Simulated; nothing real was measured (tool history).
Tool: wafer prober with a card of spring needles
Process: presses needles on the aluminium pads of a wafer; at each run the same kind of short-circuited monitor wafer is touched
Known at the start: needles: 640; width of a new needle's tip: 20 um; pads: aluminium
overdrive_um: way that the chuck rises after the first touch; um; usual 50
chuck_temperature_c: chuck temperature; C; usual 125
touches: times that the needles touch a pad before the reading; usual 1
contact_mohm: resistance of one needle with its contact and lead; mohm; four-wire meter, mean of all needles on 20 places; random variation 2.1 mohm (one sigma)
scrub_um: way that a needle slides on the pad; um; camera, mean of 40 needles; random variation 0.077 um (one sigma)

run   hour  overdrive_um  chuck_temperature_c  touches  contact_mohm  scrub_um
  1    0.0            50                  125        1           238      7.85
  2   83.1            50                  125        1           265      7.59
  3  133.2            50                  125        1           245      7.59
  4  225.3            50                  125        1           279      7.33
  5  287.1            50                  125        1           269      7.95
  6  358.0            50                  125        1           246      7.78
  7  444.9            50                   85        3           222      7.49
  8  507.2            34                   80        1           286      4.87
  9  550.1            34                   28        2           228      4.64
 10  636.0            34                   28        2           229      5.37
 11  712.8            41                   91        1           241      6.10

Taken out of this log: 183 entries between the listed runs. Where each belongs, and how the hidden state differs across it:
Between runs 1 and 2: tips cleaned on abrasive film (hour 4.3); tips cleaned on abrasive film (hour 8.6); tips cleaned on abrasive film (hour 12.9); tips cleaned on abrasive film (hour 17.1); tips cleaned on abrasive film (hour 20.6); tips cleaned on abrasive film (hour 24.9); tips cleaned on abrasive film (hour 28.3); tips cleaned on abrasive film (hour 32.6); tips cleaned on abrasive film (hour 36.1); tips cleaned on abrasive film (hour 40.3); tips cleaned on abrasive film (hour 44.6); tips cleaned on abrasive film (hour 48.9); tips cleaned on abrasive film (hour 53.2); tips cleaned on abrasive film (hour 56.6); tips cleaned on abrasive film (hour 60.9); tips cleaned on abrasive film (hour 64.4); tips cleaned on abrasive film (hour 68.7); tips cleaned on abrasive film (hour 73.0); tips cleaned on abrasive film (hour 77.2); tips cleaned on abrasive film (hour 81.5)
  debris on the tips, nm: 5.3 -> 27.4; way that the needles fall short of the set height, um: 0.09 -> 1.57; tips' diameter, um: 25.4 -> 27.4
  measured less the result without the state, contact_mohm: +13 -> +38 mohm; scrub_um: -0.01 -> -0.25 um
Between runs 2 and 3: tips cleaned on abrasive film (hour 85.7); tips cleaned on abrasive film (hour 89.2); tips cleaned on abrasive film (hour 92.6); tips cleaned on abrasive film (hour 96.9); tips cleaned on abrasive film (hour 101.2); tips cleaned on abrasive film (hour 104.6); tips cleaned on abrasive film (hour 108.9); tips cleaned on abrasive film (hour 112.4); tips cleaned on abrasive film (hour 116.7); tips cleaned on abrasive film (hour 120.9); tips cleaned on abrasive film (hour 125.2); tips cleaned on abrasive film (hour 128.7); tips cleaned on abrasive film (hour 133.0)
  debris on the tips, nm: 27.4 -> 6.1; way that the needles fall short of the set height, um: 1.57 -> 2.42; tips' diameter, um: 27.4 -> 27.7
  measured less the result without the state, contact_mohm: +38 -> +20 mohm; scrub_um: -0.25 -> -0.39 um
Between runs 3 and 4: tips cleaned on abrasive film (hour 136.7); tips cleaned on abrasive film (hour 140.1); tips cleaned on abrasive film (hour 144.4); tips cleaned on abrasive film (hour 148.7); tips cleaned on abrasive film (hour 153.0); tips cleaned on abrasive film (hour 157.3); tips cleaned on abrasive film (hour 160.7); tips cleaned on abrasive film (hour 164.2); tips cleaned on abrasive film (hour 168.4); tips cleaned on abrasive film (hour 171.9); tips cleaned on abrasive film (hour 175.3); tips cleaned on abrasive film (hour 179.6); tips cleaned on abrasive film (hour 183.9); tips cleaned on abrasive film (hour 187.4); tips cleaned on abrasive film (hour 191.6); tips cleaned on abrasive film (hour 195.1); tips cleaned on abrasive film (hour 199.4); tips cleaned on abrasive film (hour 202.8); tips cleaned on abrasive film (hour 207.1); tips cleaned on abrasive film (hour 211.4); tips cleaned on abrasive film (hour 215.7); tips cleaned on abrasive film (hour 219.1); tips cleaned on abrasive film (hour 222.6)
  debris on the tips, nm: 6.1 -> 38.5; way that the needles fall short of the set height, um: 2.42 -> 3.97; tips' diameter, um: 27.7 -> 28.24
  measured less the result without the state, contact_mohm: +20 -> +57 mohm; scrub_um: -0.39 -> -0.62 um
Between runs 4 and 5: tips cleaned on abrasive film (hour 226.3); tips cleaned on abrasive film (hour 230.6); tips cleaned on abrasive film (hour 234.0); tips cleaned on abrasive film (hour 237.5); tips cleaned on abrasive film (hour 241.8); tips cleaned on abrasive film (hour 245.2); tips cleaned on abrasive film (hour 248.6); tips cleaned on abrasive film (hour 252.9); tips cleaned on abrasive film (hour 256.4); tips cleaned on abrasive film (hour 260.7); tips cleaned on abrasive film (hour 264.1); tips cleaned on abrasive film (hour 268.4); tips cleaned on abrasive film (hour 272.7); tips cleaned on abrasive film (hour 277.0); height of the first contact set anew (hour 277.3); tips cleaned on abrasive film (hour 280.7); tips cleaned on abrasive film (hour 285.0)
  debris on the tips, nm: 38.5 -> 32.8; way that the needles fall short of the set height, um: 3.97 -> 0.16; tips' diameter, um: 28.24 -> 28.62
  measured less the result without the state, contact_mohm: +57 -> +44 mohm; scrub_um: -0.62 -> -0.03 um
Between runs 5 and 6: tips cleaned on abrasive film (hour 288.9); card fitted with new needles (hour 300.9); tips cleaned on abrasive film (hour 305.2); tips cleaned on abrasive film (hour 309.4); tips cleaned on abrasive film (hour 312.9); tips cleaned on abrasive film (hour 316.3); tips cleaned on abrasive film (hour 320.6); tips cleaned on abrasive film (hour 324.1); tips cleaned on abrasive film (hour 327.5); tips cleaned on abrasive film (hour 331.8); tips cleaned on abrasive film (hour 335.3); tips cleaned on abrasive film, once more (hour 337.0); tips cleaned on abrasive film (hour 340.5); tips cleaned on abrasive film (hour 344.8); tips cleaned on abrasive film (hour 348.2); tips cleaned on abrasive film (hour 351.7); tips cleaned on abrasive film (hour 355.9)
  debris on the tips, nm: 32.8 -> 32.6; way that the needles fall short of the set height, um: 0.16 -> 0.99; tips' diameter, um: 28.62 -> 20.35
  measured less the result without the state, contact_mohm: +44 -> +19 mohm; scrub_um: -0.03 -> -0.16 um
Between runs 6 and 7: tips cleaned on abrasive film (hour 359.8); tips cleaned on abrasive film (hour 364.1); tips cleaned on abrasive film (hour 367.5); tips cleaned on abrasive film (hour 371.0); tips cleaned on abrasive film (hour 375.3); tips cleaned on abrasive film (hour 378.7); tips cleaned on abrasive film (hour 383.0); tips cleaned on abrasive film (hour 387.3); tips cleaned on abrasive film (hour 391.6); tips cleaned on abrasive film (hour 395.0); tips cleaned on abrasive film (hour 399.3); tips cleaned on abrasive film (hour 402.8); tips cleaned on abrasive film (hour 407.0); tips cleaned on abrasive film (hour 411.3); tips cleaned on abrasive film (hour 415.6); tips cleaned on abrasive film (hour 419.1); tips cleaned on abrasive film (hour 423.3); tips cleaned on abrasive film (hour 426.8); tips cleaned on abrasive film (hour 431.1); tips cleaned on abrasive film (hour 435.4); tips cleaned on abrasive film (hour 439.7); tips cleaned on abrasive film (hour 443.1)
  debris on the tips, nm: 32.6 -> 31.3; way that the needles fall short of the set height, um: 0.99 -> 2.56; tips' diameter, um: 20.35 -> 20.89
  measured less the result without the state, contact_mohm: +19 -> +10 mohm; scrub_um: -0.16 -> -0.40 um
Between runs 7 and 8: tips cleaned on abrasive film (hour 446.7); tips cleaned on abrasive film (hour 450.1); tips cleaned on abrasive film (hour 453.6); tips cleaned on abrasive film (hour 457.9); tips cleaned on abrasive film (hour 461.3); tips cleaned on abrasive film (hour 465.6); tips cleaned on abrasive film (hour 469.0); tips cleaned on abrasive film (hour 473.3); tips cleaned on abrasive film (hour 477.6); tips cleaned on abrasive film (hour 481.9); tips cleaned on abrasive film (hour 485.3); tips cleaned on abrasive film (hour 489.6); tips cleaned on abrasive film (hour 493.1); tips cleaned on abrasive film (hour 497.4); tips cleaned on abrasive film (hour 500.8); tips cleaned on abrasive film (hour 505.1)
  debris on the tips, nm: 31.3 -> 33.9; way that the needles fall short of the set height, um: 2.56 -> 3.68; tips' diameter, um: 20.89 -> 21.29
  measured less the result without the state, contact_mohm: +10 -> +60 mohm; scrub_um: -0.40 -> -0.59 um
Between runs 8 and 9: tips cleaned on abrasive film (hour 508.9); tips cleaned on abrasive film (hour 512.4); tips cleaned on abrasive film (hour 516.7); tips cleaned on abrasive film (hour 520.1); tips cleaned on abrasive film (hour 523.6); tips cleaned on abrasive film (hour 527.9); tips cleaned on abrasive film (hour 531.3); tips cleaned on abrasive film (hour 534.8); tips cleaned on abrasive film (hour 539.0); tips cleaned on abrasive film (hour 542.5); tips cleaned on abrasive film (hour 545.9); tips cleaned on abrasive film (hour 550.1)
  debris on the tips, nm: 33.9 -> 5; way that the needles fall short of the set height, um: 3.68 -> 4.41; tips' diameter, um: 21.29 -> 21.54
  measured less the result without the state, contact_mohm: +60 -> +14 mohm; scrub_um: -0.59 -> -0.70 um
Between runs 9 and 10: tips cleaned on abrasive film (hour 553.5); tips cleaned on abrasive film (hour 557.8); tips cleaned on abrasive film (hour 561.3); tips cleaned on abrasive film (hour 564.7); tips cleaned on abrasive film (hour 569.0); tips cleaned on abrasive film (hour 573.3); tips cleaned on abrasive film (hour 576.7); height of the first contact set anew (hour 578.7); tips cleaned on abrasive film (hour 580.5); tips cleaned on abrasive film (hour 583.9); tips cleaned on abrasive film (hour 588.2); tips cleaned on abrasive film (hour 592.5); tips cleaned on abrasive film (hour 595.9); tips cleaned on abrasive film (hour 600.2); tips cleaned on abrasive film (hour 603.7); tips cleaned on abrasive film (hour 608.0); tips cleaned on abrasive film (hour 612.2); tips cleaned on abrasive film (hour 615.7); tips cleaned on abrasive film (hour 620.0); tips cleaned on abrasive film (hour 623.4); tips cleaned on abrasive film (hour 627.7); tips cleaned on abrasive film (hour 631.2); tips cleaned on abrasive film (hour 635.5)
  debris on the tips, nm: 5 -> 14.1; way that the needles fall short of the set height, um: 4.41 -> 1.02; tips' diameter, um: 21.54 -> 22.06
  measured less the result without the state, contact_mohm: +14 -> +18 mohm; scrub_um: -0.70 -> -0.16 um
Between runs 10 and 11: tips cleaned on abrasive film (hour 639.5); tips cleaned on abrasive film (hour 642.9); tips cleaned on abrasive film (hour 646.4); tips cleaned on abrasive film (hour 650.7); tips cleaned on abrasive film (hour 654.1); tips cleaned on abrasive film (hour 658.4); tips cleaned on abrasive film (hour 661.8); tips cleaned on abrasive film (hour 666.1); tips cleaned on abrasive film (hour 670.4); tips cleaned on abrasive film (hour 673.9); tips cleaned on abrasive film (hour 678.1); tips cleaned on abrasive film (hour 681.6); tips cleaned on abrasive film (hour 685.9); tips cleaned on abrasive film (hour 689.3); tips cleaned on abrasive film (hour 693.6); tips cleaned on abrasive film (hour 697.9); tips cleaned on abrasive film (hour 701.3); tips cleaned on abrasive film (hour 704.8); tips cleaned on abrasive film (hour 709.1); tips cleaned on abrasive film (hour 712.5)
  debris on the tips, nm: 14.1 -> 9.9; way that the needles fall short of the set height, um: 1.02 -> 2.31; tips' diameter, um: 22.06 -> 22.52
  measured less the result without the state, contact_mohm: +18 -> +17 mohm; scrub_um: -0.16 -> -0.36 um
